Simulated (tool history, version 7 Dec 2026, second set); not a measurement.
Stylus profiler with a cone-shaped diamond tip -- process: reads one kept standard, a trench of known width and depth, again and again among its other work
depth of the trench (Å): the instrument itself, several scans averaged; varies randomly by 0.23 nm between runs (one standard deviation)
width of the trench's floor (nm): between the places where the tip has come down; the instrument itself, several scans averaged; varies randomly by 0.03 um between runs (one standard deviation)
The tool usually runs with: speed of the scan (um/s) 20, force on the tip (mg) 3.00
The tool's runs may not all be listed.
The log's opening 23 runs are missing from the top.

run    hour  speed of the scan (um/s)  force on the tip (mg)  scans with this tip  hours of work since the height scale was calibrated  depth of the trench (Å)  width of the trench's floor (nm)
 24   946.5                        22                   1.06                 5498                                                  573                  10068.8                             23880
 25   988.8                         7                   5.36                 5777                                                  602                  10204.3                             23950
 26  1038.9                         7                   5.36                 6108                                                  636                  10207.2                             23970
 27  1087.8                        25                   5.36                 6430                                                  670                  10204.9                             23900
 28  1117.5                        25                   5.36                 6626                                                  690                  10209.0                             23950
 29  1148.9                        27                   5.90                 6833                                                  712                  10220.6                             23990
 30  1200.6                        12                   1.35                 7175                                                  747                  10080.8                             23940
 31  1250.7                        12                   1.35                 7505                                                  782                  10085.0                             23910
 32  1277.0                        50                   5.92                 7679                                                  800                  10224.5                             23800
 33  1302.6                         7                   2.92                 7847                                                  817                  10138.5                             23940
 34  1341.0                        25                   1.07                 8101                                                  844                  10068.5                             23850
 35  1375.6                        26                   1.31                 8329                                                  868                  10080.0                             23840
 36  1421.2                        20                   1.15                 8630                                                  899                  10073.4                             23850
 37  1453.8                        20                   1.15                 8845                                                  921                  10074.5                             23860
 38  1502.2                         7                   3.42                 9164                                                  955                  10152.6                             23930
 39  1553.8                         7                   3.42                 9505                                                  990                  10154.5                             23980

What if the next run were any one of these 3? Each begins from the tool's condition after run 39:
  A  1578.2                        43                   1.99                 9665                                                 1007                        ?                                 ?
  B  1578.2                         7                   3.77                 9665                                                 1007                        ?                                 ?
  C  1578.2                        10                   3.42                 9665                                                 1007                        ?                                 ?

run  depth of the trench (Å)  width of the trench's floor (nm)
  A                  10106.1                             23810
  B                  10160.4                             23910
  C                  10152.3                             23990
Stripped of hidden state, with their random variation kept, the same runs would have yielded:
run  depth of the trench (Å)  width of the trench's floor (nm)
  A                  10105.9                             23840
  B                  10160.1                             23940
  C                  10152.1                             24010

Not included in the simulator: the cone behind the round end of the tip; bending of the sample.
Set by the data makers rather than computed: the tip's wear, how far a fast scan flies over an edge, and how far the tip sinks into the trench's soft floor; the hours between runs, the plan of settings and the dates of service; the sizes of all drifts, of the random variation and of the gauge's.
